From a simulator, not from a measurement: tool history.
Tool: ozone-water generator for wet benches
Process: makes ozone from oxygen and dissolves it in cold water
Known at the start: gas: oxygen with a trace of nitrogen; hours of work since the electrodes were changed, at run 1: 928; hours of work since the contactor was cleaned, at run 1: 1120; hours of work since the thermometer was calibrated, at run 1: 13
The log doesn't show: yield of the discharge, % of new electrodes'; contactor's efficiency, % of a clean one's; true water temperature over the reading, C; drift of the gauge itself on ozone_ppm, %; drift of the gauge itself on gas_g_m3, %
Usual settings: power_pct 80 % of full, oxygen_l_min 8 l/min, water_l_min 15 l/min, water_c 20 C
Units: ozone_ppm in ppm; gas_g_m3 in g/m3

run    hour  power_pct  oxygen_l_min  water_l_min  water_c  hours of work since the electrodes were changed  hours of work since the contactor was cleaned  hours of work since the thermometer was calibrated  ozone_ppm  gas_g_m3
  1       0         80             8           15       20                                              928                                           1120                                                  13       33.5     259.5
  2   147.8         80             8           15       20                                             1040                                           1232                                                 124       33.5     258.4
  3   323.4         80             8           15       20                                             1173                                           1365                                                 257       33.2     255.7
  4   500.7         80             8           15       20                                             1307                                           1499                                                 391       32.6     256.7
  5     611         80             8            9       20                                             1390                                           1582                                                 474       45.2     252.9
  6   786.2         80             8            9       20                                             1522                                           1714                                                 606       44.5     252.1
  7   873.5         80             8            9       20                                             1588                                           1780                                                 672         45     251.8
  8   996.7         52             8           15       20                                             1681                                           1873                                                 765       22.3       174
  9  1190.3         80             8           17       20                                             1827                                           2020                                                 912         29     249.5
 10  1321.2         80             8           17       20                                             1926                                           2118                                                1011       28.5     248.2
 11  1414.5         80             8           15       22                                             1997                                           2189                                                1081       30.1     248.6
 12  1552.9         49             8           15       20                                             2101                                           2293                                                1186       21.1     164.3
 13  1748.8         49             8           15       20                                             2249                                           2441                                                1334       20.9     163.1
 14    1911         80           5.1           15       20                                             2372                                           2564                                                1456       34.7     325.8
 15  2054.2         80           5.1           15       20                                             2480                                           2672                                                1564       34.1     326.3
 16  2215.3         80          8.76           15       20                                             2602                                           2794                                                1686       30.1     229.7
 17    2397         80          8.76           15       20                                             2739                                           2931                                                1823       29.6       226
     2416.6  -- contactor cleaned
 18  2550.9         81             8           15       14                                             2852                                            101                                                1936       33.8     241.2
 19    2663         80             8           15       17                                             2937                                            186                                                2021       31.6     235.4
 20  2843.1         93             8           15       17                                             3073                                            322                                                2157       35.3       267
 21  3010.3         93             8           17       17                                             3199                                            448                                                2283       31.7     264.3
 22  3132.2         93             8           17       17                                             3291                                            541                                                2376       31.6     262.8
 23  3249.3         40             8           15       21                                             3380                                            629                                                2464       16.5     135.7
     3412.9  -- contactor cleaned, once more
 24    3441         43             8           15       26                                             3522                                             21                                                2606         16     142.9
 25  3554.1         43             8           15       26                                             3607                                            107                                                2691         16     142.5
 26  3740.7         69          6.09           12       17                                             3748                                            248                                                2832       35.5     242.9
 27    3843         69          6.09           12       17                                             3825                                            325                                                2909       35.2     241.4
 28  3974.6         47           5.7           12       17                                             3925                                            424                                                3009       26.6     188.5
 29  4131.2         79          5.92           19       14                                             4043                                            543                                                3127       27.9     271.3
 30  4256.5         80             8           14       16                                             4138                                            637                                                3222       32.9     225.7
 31  4422.7         80             8           14       13                                             4263                                            763                                                3347       34.5     223.6
 32  4580.3         80          7.14           18       13                                             4382                                            882                                                3466       28.5     241.4
     4663.5  -- water thermometer calibrated
 33  4776.6         53          9.34           10       13                                             4530                                           1030                                                  85       30.7     146.2

The same runs without the tool's hidden state, with the same run-to-run variation:
run  ozone_ppm  gas_g_m3
  1       35.1     267.7
  2       35.2     267.8
  3       35.2     266.5
  4       34.8     268.8
  5       48.2     265.9
  6       47.8     266.5
  7       48.5     266.9
  8       23.8     181.4
  9       31.9     267.2
 10       31.5       267
 11       33.3     268.2
 12       22.9     172.8
 13       22.7     172.2
 14       39.2     357.4
 15       38.7     359.4
 16       34.4     254.4
 17       34.1     251.8
 18       39.7     270.5
 19       37.2     264.7
 20       42.5     306.4
 21       38.5     304.8
 22       38.6     304.4
 23       18.5     144.9
 24       17.6     154.4
 25       17.6     154.2
 26       41.2     278.5
 27         41     277.8
 28       29.8     207.9
 29       33.5     320.1
 30       39.8     268.2
 31         42     266.8
 32         35     289.5
 33       35.4       167
